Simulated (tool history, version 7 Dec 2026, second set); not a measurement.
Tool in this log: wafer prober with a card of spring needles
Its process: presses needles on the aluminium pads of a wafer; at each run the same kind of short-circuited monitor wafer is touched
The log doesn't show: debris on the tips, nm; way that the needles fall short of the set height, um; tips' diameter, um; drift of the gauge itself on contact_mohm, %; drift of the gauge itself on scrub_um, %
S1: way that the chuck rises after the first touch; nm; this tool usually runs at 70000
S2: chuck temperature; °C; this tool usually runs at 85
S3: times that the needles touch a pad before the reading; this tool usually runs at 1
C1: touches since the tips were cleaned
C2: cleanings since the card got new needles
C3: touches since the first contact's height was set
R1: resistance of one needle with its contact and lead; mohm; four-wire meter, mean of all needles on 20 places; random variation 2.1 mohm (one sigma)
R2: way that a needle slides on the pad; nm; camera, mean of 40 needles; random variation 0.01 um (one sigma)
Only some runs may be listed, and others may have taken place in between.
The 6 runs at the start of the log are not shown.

{"hour": 372.0, "done": "height of the first contact set anew"}
{"hour": 405.3, "done": "tips cleaned on abrasive film"}
{"hour": 447.4, "done": "tips cleaned on abrasive film"}
{"run": 7, "hour": 455.9, "S1": 70000, "S2": 85, "S3": 1, "C1": 1708, "C2": 33, "C3": 16967, "R1": 235, "R2": 9620}
{"hour": 488.6, "done": "tips cleaned on abrasive film"}
{"hour": 531.0, "done": "tips cleaned on abrasive film"}
{"run": 8, "hour": 537.7, "S1": 70000, "S2": 85, "S3": 1, "C1": 1363, "C2": 35, "C3": 33538, "R1": 230, "R2": 9630}
{"hour": 570.9, "done": "tips cleaned on abrasive film"}
{"run": 9, "hour": 592.7, "S1": 70000, "S2": 85, "S3": 1, "C1": 4412, "C2": 36, "C3": 44667, "R1": 233, "R2": 9640}
{"hour": 608.7, "done": "tips cleaned on abrasive film"}
{"hour": 647.4, "done": "tips cleaned on abrasive film"}
{"run": 10, "hour": 661.1, "S1": 63000, "S2": 85, "S3": 1, "C1": 2784, "C2": 38, "C3": 58516, "R1": 238, "R2": 8670}
{"hour": 686.9, "done": "tips cleaned on abrasive film"}
{"hour": 709.1, "done": "height of the first contact set anew"}
{"hour": 724.3, "done": "tips cleaned on abrasive film"}
{"run": 11, "hour": 750.8, "S1": 63000, "S2": 85, "S3": 1, "C1": 5372, "C2": 40, "C3": 8452, "R1": 236, "R2": 8680}
{"hour": 765.4, "done": "tips cleaned on abrasive film"}
{"hour": 805.6, "done": "tips cleaned on abrasive film"}
{"run": 12, "hour": 836.5, "S1": 63000, "S2": 85, "S3": 1, "C1": 6269, "C2": 42, "C3": 25793, "R1": 232, "R2": 8690}
{"hour": 850.1, "done": "tips cleaned on abrasive film"}
{"hour": 889.0, "done": "tips cleaned on abrasive film"}
{"hour": 929.7, "done": "tips cleaned on abrasive film"}
{"run": 13, "hour": 930.7, "S1": 63000, "S2": 85, "S3": 1, "C1": 209, "C2": 45, "C3": 44855, "R1": 231, "R2": 8710}
{"hour": 971.0, "done": "tips cleaned on abrasive film"}
{"hour": 1010.7, "done": "tips cleaned on abrasive film"}
{"run": 14, "hour": 1021.1, "S1": 70000, "S2": 85, "S3": 1, "C1": 2127, "C2": 47, "C3": 63160, "R1": 228, "R2": 9680}
{"hour": 1046.9, "done": "height of the first contact set anew"}
{"hour": 1053.7, "done": "tips cleaned on abrasive film"}
{"hour": 1095.7, "done": "tips cleaned on abrasive film"}
{"run": 15, "hour": 1112.4, "S1": 70000, "S2": 85, "S3": 1, "C1": 3389, "C2": 49, "C3": 13250, "R1": 234, "R2": 9710}
{"hour": 1140.7, "done": "tips cleaned on abrasive film"}
{"run": 16, "hour": 1162.0, "S1": 51000, "S2": 79, "S3": 1, "C1": 4309, "C2": 50, "C3": 23293, "R1": 238, "R2": 7070}
{"hour": 1182.4, "done": "tips cleaned on abrasive film"}
{"run": 17, "hour": 1208.2, "S1": 66000, "S2": 35, "S3": 2, "C1": 5234, "C2": 51, "C3": 32653, "R1": 219, "R2": 9180}
{"hour": 1223.4, "done": "tips cleaned on abrasive film"}
{"hour": 1232.1, "done": "gauge calibrated"}
{"hour": 1262.2, "done": "tips cleaned on abrasive film"}
{"run": 18, "hour": 1286.0, "S1": 80000, "S2": 85, "S3": 1, "C1": 4841, "C2": 53, "C3": 48404, "R1": 227, "R2": 10920}
{"hour": 1302.0, "done": "tips cleaned on abrasive film"}
{"hour": 1340.7, "done": "tips cleaned on abrasive film"}
{"run": 19, "hour": 1372.6, "S1": 80000, "S2": 85, "S3": 1, "C1": 6490, "C2": 55, "C3": 65942, "R1": 226, "R2": 10910}

Predict the results of run 20:
{"hour": 1378.5, "done": "tips cleaned on abrasive film"}
{"hour": 1383.8, "done": "height of the first contact set anew"}
{"hour": 1415.7, "done": "tips cleaned on abrasive film"}
{"run": 20, "hour": 1428.5, "S1": 80000, "S2": 85, "S3": 1, "C1": 2597, "C2": 57, "C3": 9066, "R1": "?", "R2": "?"}

{"run 20": {"R1": 235, "R2": 10920}}
The same run, on a tool lacking any hidden state, would have yielded R1 235 mohm, R2 10890 nm.
